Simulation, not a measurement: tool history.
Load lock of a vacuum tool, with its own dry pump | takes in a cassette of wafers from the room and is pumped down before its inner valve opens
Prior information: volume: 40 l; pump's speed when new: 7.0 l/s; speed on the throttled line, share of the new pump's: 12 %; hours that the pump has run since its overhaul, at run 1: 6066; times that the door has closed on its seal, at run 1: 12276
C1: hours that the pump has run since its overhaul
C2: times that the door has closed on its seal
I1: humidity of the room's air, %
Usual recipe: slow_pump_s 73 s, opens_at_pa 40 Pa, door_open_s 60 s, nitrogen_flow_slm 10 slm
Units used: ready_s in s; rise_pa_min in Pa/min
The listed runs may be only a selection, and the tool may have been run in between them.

run 1 hour=0 | slow_pump_s=73 opens_at_pa=40 door_open_s=60 nitrogen_flow_slm=10 | C1=6066 C2=12276 | I1=47 | ready_s=109.3 rise_pa_min=0.03
run 2 hour=90.9 | slow_pump_s=73 opens_at_pa=40 door_open_s=60 nitrogen_flow_slm=10 | C1=6157 C2=12574 | I1=46.5 | ready_s=109.1 rise_pa_min=0.03
run 3 hour=177.3 | slow_pump_s=73 opens_at_pa=40 door_open_s=60 nitrogen_flow_slm=10 | C1=6243 C2=12858 | I1=48.2 | ready_s=109.4 rise_pa_min=0.026
run 4 hour=293.3 | slow_pump_s=73 opens_at_pa=40 door_open_s=60 nitrogen_flow_slm=10 | C1=6359 C2=13238 | I1=40.7 | ready_s=109.5 rise_pa_min=0.022
run 5 hour=370.4 | slow_pump_s=73 opens_at_pa=40 door_open_s=60 nitrogen_flow_slm=10 | C1=6437 C2=13492 | I1=41.6 | ready_s=109.6 rise_pa_min=0.031
run 6 hour=471.1 | slow_pump_s=54 opens_at_pa=40 door_open_s=60 nitrogen_flow_slm=10 | C1=6537 C2=13822 | I1=43.8 | ready_s=92.4 rise_pa_min=0.026
run 7 hour=552 | slow_pump_s=54 opens_at_pa=40 door_open_s=60 nitrogen_flow_slm=10 | C1=6618 C2=14088 | I1=40.7 | ready_s=93 rise_pa_min=0.024
run 8 hour=609.3 | slow_pump_s=54 opens_at_pa=40 door_open_s=60 nitrogen_flow_slm=10 | C1=6675 C2=14275 | I1=46.6 | ready_s=93 rise_pa_min=0.028
run 9 hour=721 | slow_pump_s=54 opens_at_pa=40 door_open_s=128 nitrogen_flow_slm=10 | C1=6787 C2=14642 | I1=44 | ready_s=92.2 rise_pa_min=0.04

Expected results for the next run?
run 10 hour=780.4 | slow_pump_s=54 opens_at_pa=40 door_open_s=128 nitrogen_flow_slm=10 | C1=6847 C2=14837 | I1=43.5 | ready_s=? rise_pa_min=?

Run 10 measured ready_s 92 s, rise_pa_min 0.042 Pa/min.
Take away the tool's hidden state, keep the run-to-run variation as it was, and the same run would have given ready_s 92 s, rise_pa_min 0.042 Pa/min.

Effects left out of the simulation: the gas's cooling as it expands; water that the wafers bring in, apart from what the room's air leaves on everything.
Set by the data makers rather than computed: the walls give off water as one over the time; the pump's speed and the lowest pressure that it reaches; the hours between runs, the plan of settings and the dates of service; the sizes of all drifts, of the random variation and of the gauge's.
